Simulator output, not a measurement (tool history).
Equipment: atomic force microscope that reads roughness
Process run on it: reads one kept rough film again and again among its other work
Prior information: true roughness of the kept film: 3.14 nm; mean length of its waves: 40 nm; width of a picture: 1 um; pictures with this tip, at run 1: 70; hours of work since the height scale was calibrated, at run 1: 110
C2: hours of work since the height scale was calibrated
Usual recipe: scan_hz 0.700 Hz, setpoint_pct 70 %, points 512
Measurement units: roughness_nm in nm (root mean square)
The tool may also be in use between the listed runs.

{"run": 1, "hour": 0.0, "scan_hz": 0.7, "setpoint_pct": 70, "points": 512, "pictures with this tip": 70, "C2": 110, "roughness_nm": 2.822}
{"run": 2, "hour": 14.7, "scan_hz": 0.7, "setpoint_pct": 70, "points": 377, "pictures with this tip": 97, "C2": 117, "roughness_nm": 2.826}
{"run": 3, "hour": 33.0, "scan_hz": 0.7, "setpoint_pct": 70, "points": 377, "pictures with this tip": 129, "C2": 127, "roughness_nm": 2.836}
{"run": 4, "hour": 42.0, "scan_hz": 0.7, "setpoint_pct": 70, "points": 610, "pictures with this tip": 145, "C2": 131, "roughness_nm": 2.857}
{"hour": 48.6, "done": "new tip fitted"}
{"run": 5, "hour": 51.4, "scan_hz": 0.7, "setpoint_pct": 63, "points": 512, "pictures with this tip": 5, "C2": 136, "roughness_nm": 2.857}
{"run": 6, "hour": 64.4, "scan_hz": 0.7, "setpoint_pct": 63, "points": 512, "pictures with this tip": 28, "C2": 143, "roughness_nm": 2.872}
{"run": 7, "hour": 85.2, "scan_hz": 0.7, "setpoint_pct": 70, "points": 512, "pictures with this tip": 65, "C2": 153, "roughness_nm": 2.817}
{"run": 8, "hour": 100.4, "scan_hz": 1.643, "setpoint_pct": 70, "points": 512, "pictures with this tip": 92, "C2": 161, "roughness_nm": 2.672}
{"run": 9, "hour": 114.7, "scan_hz": 1.643, "setpoint_pct": 70, "points": 512, "pictures with this tip": 118, "C2": 169, "roughness_nm": 2.662}
{"run": 10, "hour": 134.3, "scan_hz": 1.643, "setpoint_pct": 70, "points": 512, "pictures with this tip": 153, "C2": 179, "roughness_nm": 2.67}
{"hour": 135.8, "done": "new tip fitted"}
{"run": 11, "hour": 155.1, "scan_hz": 1.643, "setpoint_pct": 70, "points": 512, "pictures with this tip": 34, "C2": 189, "roughness_nm": 2.682}
{"run": 12, "hour": 174.1, "scan_hz": 0.7, "setpoint_pct": 70, "points": 512, "pictures with this tip": 68, "C2": 199, "roughness_nm": 2.834}
{"run": 13, "hour": 188.8, "scan_hz": 0.7, "setpoint_pct": 70, "points": 512, "pictures with this tip": 94, "C2": 207, "roughness_nm": 2.812}
{"run": 14, "hour": 203.2, "scan_hz": 0.7, "setpoint_pct": 70, "points": 512, "pictures with this tip": 120, "C2": 214, "roughness_nm": 2.834}
{"run": 15, "hour": 219.7, "scan_hz": 0.7, "setpoint_pct": 70, "points": 512, "pictures with this tip": 149, "C2": 223, "roughness_nm": 2.819}
{"hour": 223.9, "done": "new tip fitted"}
{"run": 16, "hour": 233.7, "scan_hz": 0.7, "setpoint_pct": 70, "points": 512, "pictures with this tip": 17, "C2": 230, "roughness_nm": 2.834}
{"run": 17, "hour": 248.1, "scan_hz": 0.7, "setpoint_pct": 70, "points": 512, "pictures with this tip": 43, "C2": 237, "roughness_nm": 2.815}
{"run": 18, "hour": 266.5, "scan_hz": 1.04, "setpoint_pct": 70, "points": 512, "pictures with this tip": 76, "C2": 247, "roughness_nm": 2.769}
{"run": 19, "hour": 284.2, "scan_hz": 1.04, "setpoint_pct": 70, "points": 512, "pictures with this tip": 108, "C2": 256, "roughness_nm": 2.781}
{"run": 20, "hour": 293.9, "scan_hz": 0.7, "setpoint_pct": 70, "points": 512, "pictures with this tip": 125, "C2": 261, "roughness_nm": 2.817}
{"hour": 311.5, "done": "new tip fitted"}
{"run": 21, "hour": 315.6, "scan_hz": 0.7, "setpoint_pct": 70, "points": 975, "pictures with this tip": 8, "C2": 272, "roughness_nm": 2.849}
{"run": 22, "hour": 331.5, "scan_hz": 0.7, "setpoint_pct": 70, "points": 975, "pictures with this tip": 36, "C2": 280, "roughness_nm": 2.831}
{"run": 23, "hour": 344.2, "scan_hz": 0.7, "setpoint_pct": 70, "points": 975, "pictures with this tip": 59, "C2": 287, "roughness_nm": 2.822}
{"run": 24, "hour": 358.3, "scan_hz": 2.536, "setpoint_pct": 70, "points": 808, "pictures with this tip": 84, "C2": 294, "roughness_nm": 2.559}
{"run": 25, "hour": 374.6, "scan_hz": 2.536, "setpoint_pct": 70, "points": 808, "pictures with this tip": 113, "C2": 302, "roughness_nm": 2.515}
{"run": 26, "hour": 395.6, "scan_hz": 2.536, "setpoint_pct": 70, "points": 808, "pictures with this tip": 150, "C2": 313, "roughness_nm": 2.53}
{"hour": 399.7, "done": "new tip fitted"}
{"run": 27, "hour": 408.9, "scan_hz": 0.952, "setpoint_pct": 75, "points": 808, "pictures with this tip": 16, "C2": 320, "roughness_nm": 2.752}
{"run": 28, "hour": 426.7, "scan_hz": 0.987, "setpoint_pct": 70, "points": 772, "pictures with this tip": 48, "C2": 329, "roughness_nm": 2.784}
{"run": 29, "hour": 444.3, "scan_hz": 0.7, "setpoint_pct": 83, "points": 512, "pictures with this tip": 79, "C2": 338, "roughness_nm": 2.699}
{"run": 30, "hour": 458.4, "scan_hz": 2.493, "setpoint_pct": 68, "points": 512, "pictures with this tip": 104, "C2": 346, "roughness_nm": 2.57}
{"run": 31, "hour": 473.6, "scan_hz": 1.311, "setpoint_pct": 80, "points": 969, "pictures with this tip": 131, "C2": 353, "roughness_nm": 2.59}
{"hour": 488.6, "done": "new tip fitted"}
{"run": 32, "hour": 493.6, "scan_hz": 0.642, "setpoint_pct": 70, "points": 317, "pictures with this tip": 9, "C2": 363, "roughness_nm": 2.852}
{"run": 33, "hour": 505.9, "scan_hz": 0.7, "setpoint_pct": 90, "points": 515, "pictures with this tip": 31, "C2": 370, "roughness_nm": 2.613}
{"run": 34, "hour": 519.9, "scan_hz": 0.741, "setpoint_pct": 69, "points": 699, "pictures with this tip": 56, "C2": 377, "roughness_nm": 2.814}
{"run": 35, "hour": 529.0, "scan_hz": 1.756, "setpoint_pct": 70, "points": 612, "pictures with this tip": 72, "C2": 382, "roughness_nm": 2.646}
{"run": 36, "hour": 542.8, "scan_hz": 0.86, "setpoint_pct": 61, "points": 398, "pictures with this tip": 97, "C2": 389, "roughness_nm": 2.852}
{"run": 37, "hour": 552.9, "scan_hz": 0.86, "setpoint_pct": 61, "points": 398, "pictures with this tip": 115, "C2": 394, "roughness_nm": 2.869}
{"run": 38, "hour": 571.8, "scan_hz": 1.398, "setpoint_pct": 61, "points": 398, "pictures with this tip": 149, "C2": 404, "roughness_nm": 2.8}
{"hour": 576.6, "done": "new tip fitted"}
{"run": 39, "hour": 586.3, "scan_hz": 1.398, "setpoint_pct": 61, "points": 398, "pictures with this tip": 18, "C2": 411, "roughness_nm": 2.804}
{"run": 40, "hour": 602.5, "scan_hz": 0.7, "setpoint_pct": 61, "points": 366, "pictures with this tip": 47, "C2": 420, "roughness_nm": 2.869}
{"run": 41, "hour": 618.1, "scan_hz": 0.7, "setpoint_pct": 82, "points": 366, "pictures with this tip": 74, "C2": 428, "roughness_nm": 2.73}
{"run": 42, "hour": 637.7, "scan_hz": 0.853, "setpoint_pct": 72, "points": 512, "pictures with this tip": 109, "C2": 438, "roughness_nm": 2.783}
{"run": 43, "hour": 649.2, "scan_hz": 1.179, "setpoint_pct": 73, "points": 633, "pictures with this tip": 130, "C2": 444, "roughness_nm": 2.678}
{"hour": 663.7, "done": "new tip fitted"}
{"run": 44, "hour": 665.3, "scan_hz": 1.179, "setpoint_pct": 73, "points": 633, "pictures with this tip": 3, "C2": 452, "roughness_nm": 2.716}
{"run": 45, "hour": 684.7, "scan_hz": 0.586, "setpoint_pct": 70, "points": 274, "pictures with this tip": 37, "C2": 462, "roughness_nm": 2.848}

Predict each of these 4 candidate next runs independently; none follows another, all start after run 45:
{"run": "A", "hour": 703.4, "scan_hz": 0.923, "setpoint_pct": 90, "points": 290, "pictures with this tip": 71, "C2": 471, "roughness_nm": "?"}
{"run": "B", "hour": 703.4, "scan_hz": 2.772, "setpoint_pct": 70, "points": 274, "pictures with this tip": 71, "C2": 471, "roughness_nm": "?"}
{"run": "C", "hour": 703.4, "scan_hz": 0.7, "setpoint_pct": 70, "points": 902, "pictures with this tip": 71, "C2": 471, "roughness_nm": "?"}
{"run": "D", "hour": 703.4, "scan_hz": 0.583, "setpoint_pct": 70, "points": 778, "pictures with this tip": 71, "C2": 471, "roughness_nm": "?"}

run=A roughness_nm=2.524
run=B roughness_nm=2.478
run=C roughness_nm=2.834
run=D roughness_nm=2.841
Had the tool no hidden state, the same runs would have come out as:
run=A roughness_nm=2.527
run=B roughness_nm=2.482
run=C roughness_nm=2.838
run=D roughness_nm=2.845
